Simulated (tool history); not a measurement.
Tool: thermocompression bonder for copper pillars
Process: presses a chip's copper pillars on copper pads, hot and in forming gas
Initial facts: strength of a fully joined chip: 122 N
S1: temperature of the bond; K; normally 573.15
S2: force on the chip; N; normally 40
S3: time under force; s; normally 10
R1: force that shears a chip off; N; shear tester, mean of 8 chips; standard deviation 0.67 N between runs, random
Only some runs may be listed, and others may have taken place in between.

run,hour,S1,S2,S3,R1
1,0.0,573.15,40,10,43.6
2,54.2,573.15,40,10,42.9
3,88.0,573.15,40,10,43.9
4,118.2,573.15,40,10,43.8
5,161.3,573.15,40,10,44.3
# hour 181.5: forming gas filter changed
6,210.4,573.15,27,10,29.6
7,264.1,573.15,40,10,44.5
8,315.5,573.15,40,10,43.8
9,347.7,573.15,40,10,42.7
# hour 360.3: forming gas filter changed
10,408.8,573.15,40,10,43.6
11,456.1,573.15,40,10,43.0
12,490.2,573.15,40,10,44.4
13,519.5,573.15,40,6,36.6
# hour 541.1: forming gas filter changed
14,570.2,573.15,40,6,36.1
15,630.9,573.15,44,10,48.4
16,686.3,592.15,40,10,56.0
# hour 722.0: forming gas filter changed
17,750.5,573.15,28,10,32.2
18,811.4,573.15,40,10,44.3
19,870.8,573.15,40,10,43.6
# hour 903.5: forming gas filter changed
20,903.5,573.15,40,10,43.4
21,952.2,573.15,40,10,44.3
22,990.3,573.15,40,10,43.3
23,1021.7,598.15,24,6,30.4
24,1072.4,598.15,24,6,31.7
# hour 1084.9: forming gas filter changed
25,1122.6,598.15,24,6,31.7

Run 26 has not been measured yet. What should we expect?
26,1182.0,598.15,57,6,?

{"run 26": {"R1": 68.5}}
With the hidden condition absent and the run-to-run variation left alone, this run would have shown R1 68.7 N.

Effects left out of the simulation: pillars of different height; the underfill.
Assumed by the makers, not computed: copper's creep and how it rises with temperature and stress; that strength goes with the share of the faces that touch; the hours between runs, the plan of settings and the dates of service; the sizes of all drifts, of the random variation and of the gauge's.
